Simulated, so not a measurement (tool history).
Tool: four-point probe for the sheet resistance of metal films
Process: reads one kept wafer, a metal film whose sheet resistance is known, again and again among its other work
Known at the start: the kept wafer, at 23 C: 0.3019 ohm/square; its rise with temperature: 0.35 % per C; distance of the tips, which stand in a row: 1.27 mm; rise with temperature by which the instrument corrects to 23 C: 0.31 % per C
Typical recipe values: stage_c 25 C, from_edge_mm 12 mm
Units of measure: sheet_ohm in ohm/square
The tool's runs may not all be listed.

{"run": 1, "hour": 0.0, "stage_c": 25, "from_edge_mm": 12, "sheet_ohm": 0.303922}
{"run": 2, "hour": 38.5, "stage_c": 25, "from_edge_mm": 12, "sheet_ohm": 0.303866}
{"hour": 64.0, "done": "stage's thermometer calibrated"}
{"run": 3, "hour": 80.4, "stage_c": 25, "from_edge_mm": 54, "sheet_ohm": 0.30205}
{"run": 4, "hour": 119.5, "stage_c": 25, "from_edge_mm": 12, "sheet_ohm": 0.303826}
{"run": 5, "hour": 164.4, "stage_c": 25, "from_edge_mm": 12, "sheet_ohm": 0.303776}
{"run": 6, "hour": 203.6, "stage_c": 25, "from_edge_mm": 57, "sheet_ohm": 0.302083}
{"hour": 209.0, "done": "stage's thermometer calibrated, once more"}
{"run": 7, "hour": 236.4, "stage_c": 25, "from_edge_mm": 12, "sheet_ohm": 0.304214}
{"run": 8, "hour": 272.7, "stage_c": 25, "from_edge_mm": 12, "sheet_ohm": 0.304211}
{"run": 9, "hour": 332.7, "stage_c": 25, "from_edge_mm": 3, "sheet_ohm": 0.328752}
{"run": 10, "hour": 359.3, "stage_c": 25, "from_edge_mm": 9, "sheet_ohm": 0.305505}
{"run": 11, "hour": 418.3, "stage_c": 25, "from_edge_mm": 9, "sheet_ohm": 0.305691}
{"run": 12, "hour": 457.3, "stage_c": 25, "from_edge_mm": 9, "sheet_ohm": 0.30565}
{"run": 13, "hour": 493.4, "stage_c": 25, "from_edge_mm": 9, "sheet_ohm": 0.305516}
{"run": 14, "hour": 540.1, "stage_c": 25, "from_edge_mm": 9, "sheet_ohm": 0.305645}
{"run": 15, "hour": 592.6, "stage_c": 25, "from_edge_mm": 19, "sheet_ohm": 0.303084}
{"run": 16, "hour": 651.0, "stage_c": 25, "from_edge_mm": 19, "sheet_ohm": 0.303168}
{"run": 17, "hour": 704.3, "stage_c": 25, "from_edge_mm": 19, "sheet_ohm": 0.303159}
{"run": 18, "hour": 752.0, "stage_c": 25, "from_edge_mm": 19, "sheet_ohm": 0.303144}
{"run": 19, "hour": 814.3, "stage_c": 25, "from_edge_mm": 12, "sheet_ohm": 0.304145}
{"run": 20, "hour": 872.0, "stage_c": 26, "from_edge_mm": 12, "sheet_ohm": 0.304279}
{"run": 21, "hour": 934.4, "stage_c": 26, "from_edge_mm": 12, "sheet_ohm": 0.304324}
{"run": 22, "hour": 972.5, "stage_c": 26, "from_edge_mm": 12, "sheet_ohm": 0.304463}
{"run": 23, "hour": 1021.4, "stage_c": 18, "from_edge_mm": 4, "sheet_ohm": 0.317055}
{"run": 24, "hour": 1055.9, "stage_c": 30, "from_edge_mm": 30, "sheet_ohm": 0.303263}
{"run": 25, "hour": 1106.6, "stage_c": 30, "from_edge_mm": 45, "sheet_ohm": 0.303131}
{"run": 26, "hour": 1138.4, "stage_c": 32, "from_edge_mm": 30, "sheet_ohm": 0.303403}
{"run": 27, "hour": 1193.7, "stage_c": 21, "from_edge_mm": 14, "sheet_ohm": 0.303372}
{"run": 28, "hour": 1223.0, "stage_c": 29, "from_edge_mm": 14, "sheet_ohm": 0.304252}
{"run": 29, "hour": 1281.5, "stage_c": 25, "from_edge_mm": 4, "sheet_ohm": 0.317953}
{"run": 30, "hour": 1342.7, "stage_c": 25, "from_edge_mm": 4, "sheet_ohm": 0.317918}
{"run": 31, "hour": 1376.0, "stage_c": 25, "from_edge_mm": 4, "sheet_ohm": 0.318067}
{"run": 32, "hour": 1408.7, "stage_c": 25, "from_edge_mm": 5, "sheet_ohm": 0.312554}
{"run": 33, "hour": 1455.5, "stage_c": 25, "from_edge_mm": 10, "sheet_ohm": 0.304996}
{"run": 34, "hour": 1515.0, "stage_c": 19, "from_edge_mm": 3, "sheet_ohm": 0.328112}
{"run": 35, "hour": 1548.3, "stage_c": 33, "from_edge_mm": 12, "sheet_ohm": 0.305226}
{"run": 36, "hour": 1611.5, "stage_c": 33, "from_edge_mm": 12, "sheet_ohm": 0.305208}
{"run": 37, "hour": 1641.2, "stage_c": 24, "from_edge_mm": 8, "sheet_ohm": 0.306309}
{"run": 38, "hour": 1704.5, "stage_c": 20, "from_edge_mm": 67, "sheet_ohm": 0.301972}
{"run": 39, "hour": 1747.7, "stage_c": 27, "from_edge_mm": 65, "sheet_ohm": 0.302636}
{"run": 40, "hour": 1809.8, "stage_c": 27, "from_edge_mm": 65, "sheet_ohm": 0.302745}
{"run": 41, "hour": 1855.9, "stage_c": 29, "from_edge_mm": 16, "sheet_ohm": 0.303937}
{"run": 42, "hour": 1881.9, "stage_c": 29, "from_edge_mm": 16, "sheet_ohm": 0.303918}
{"run": 43, "hour": 1929.5, "stage_c": 24, "from_edge_mm": 3, "sheet_ohm": 0.328819}
{"run": 44, "hour": 1976.1, "stage_c": 33, "from_edge_mm": 34, "sheet_ohm": 0.303555}

Consider 3 possible next runs. They are alternatives, not a sequence: every one starts from the tool as it was left by run 44. What does each give?
{"run": "A", "hour": 2036.7, "stage_c": 25, "from_edge_mm": 4, "sheet_ohm": "?"}
{"run": "B", "hour": 2036.7, "stage_c": 28, "from_edge_mm": 12, "sheet_ohm": "?"}
{"run": "C", "hour": 2036.7, "stage_c": 31, "from_edge_mm": 34, "sheet_ohm": "?"}

run=A sheet_ohm=0.318023
run=B sheet_ohm=0.304611
run=C sheet_ohm=0.303437
Had the tool no hidden state, the same runs would have come out as:
run=A sheet_ohm=0.317618
run=B sheet_ohm=0.30422
run=C sheet_ohm=0.303046

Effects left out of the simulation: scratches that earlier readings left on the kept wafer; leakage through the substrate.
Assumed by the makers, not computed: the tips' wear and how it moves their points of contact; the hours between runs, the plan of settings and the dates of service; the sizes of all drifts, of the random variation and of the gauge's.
